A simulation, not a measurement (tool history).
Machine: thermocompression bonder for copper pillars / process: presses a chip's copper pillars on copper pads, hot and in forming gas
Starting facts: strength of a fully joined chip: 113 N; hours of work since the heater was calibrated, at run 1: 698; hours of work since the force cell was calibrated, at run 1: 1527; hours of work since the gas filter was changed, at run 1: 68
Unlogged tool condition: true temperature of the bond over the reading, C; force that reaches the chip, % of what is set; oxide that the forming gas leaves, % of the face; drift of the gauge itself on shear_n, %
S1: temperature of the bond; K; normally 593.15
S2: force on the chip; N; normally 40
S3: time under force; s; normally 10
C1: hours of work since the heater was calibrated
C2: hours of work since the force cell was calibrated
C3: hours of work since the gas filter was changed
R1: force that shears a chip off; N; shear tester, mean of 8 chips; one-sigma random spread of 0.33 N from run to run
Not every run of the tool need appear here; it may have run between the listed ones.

run	day	S1	S2	S3	C1	C2	C3	R1
1	0	593.15	40	10	698	1527	68	70.3
2	2.038	593.15	40	10	719	1549	89	69.8
3	5.771	593.15	40	10	758	1588	128	69.7
4	9.096	593.15	40	10	793	1622	163	69
5	13.1	593.15	40	10	835	1664	205	68.2
6	16.025	612.15	40	10	865	1695	235	78.5
7	18.696	607.15	40	10	893	1723	263	76.2
8	22.575	593.15	40	10	934	1763	304	67.3
9	25.746	593.15	40	10	967	1796	337	66.5
10	29.062	593.15	40	10	1002	1831	371	66.1
# day 30.633: forming gas filter changed
11	31.917	593.15	40	10	1031	1861	13	71.2
# day 35.108: force cell calibrated
12	35.729	593.15	40	10	1070	6	53	75.1
13	38.529	593.15	40	10	1100	36	82	74.8
14	42.538	593.15	40	10	1142	78	124	73.3
15	46.179	593.15	40	10	1180	116	162	73.8
16	49.958	593.15	40	10	1219	155	201	72.3
17	53.175	593.15	40	10	1253	189	235	72.3
18	55.992	593.15	40	6	1282	218	264	61.5
19	60.167	593.15	40	6	1326	262	308	61
20	63.296	593.15	40	9	1358	294	341	68.4
# day 63.65: heater calibrated with a thermocouple chip
21	66.954	600.15	34	17	35	332	378	73.9
# day 67.933: forming gas filter changed
22	69.483	593.15	47	11	61	358	16	80.8
23	72.333	593.15	33	11	91	388	46	64.9
24	75.854	604.15	33	6	127	425	83	58.5
25	79.296	611.15	33	8	163	460	119	68.2
26	83.288	580.15	58	26	205	502	160	94.4
27	86.833	593.15	32	17	242	539	197	70.9
28	89.308	615.15	55	10	268	565	223	94.1
29	93.254	597.15	48	30	309	606	265	96.4
30	96.35	593.15	52	19	341	639	297	89.7
31	99.283	593.15	52	19	372	669	327	89.4
32	103.067	593.15	52	19	412	709	367	89.4
# day 104.967: forming gas filter changed
33	105.704	593.15	52	19	439	736	8	95.1
34	108.371	593.15	39	17	467	764	36	81.5
35	110.6	593.15	41	10	490	787	59	72.8
36	114.104	593.15	41	10	527	824	95	72.7
37	117.204	593.15	55	5	559	856	128	71
38	121.188	611.15	60	10	601	898	169	95.5
39	124.604	611.15	60	10	636	934	205	95.4

Branching from run 39: 4 alternative next runs. What would each branch give?
A	127.7	599.15	36	6	669	966	237	?
B	127.7	577.15	35	30	669	966	237	?
C	127.7	620.15	34	10	669	966	237	?
D	127.7	592.15	38	10	669	966	237	?

run	R1
A	58.5
B	75.2
C	77.7
D	66.3
Take away the tool's hidden state, keep each run's random variation, and the runs would have read:
run	R1
A	61.4
B	78.7
C	81.6
D	69.4

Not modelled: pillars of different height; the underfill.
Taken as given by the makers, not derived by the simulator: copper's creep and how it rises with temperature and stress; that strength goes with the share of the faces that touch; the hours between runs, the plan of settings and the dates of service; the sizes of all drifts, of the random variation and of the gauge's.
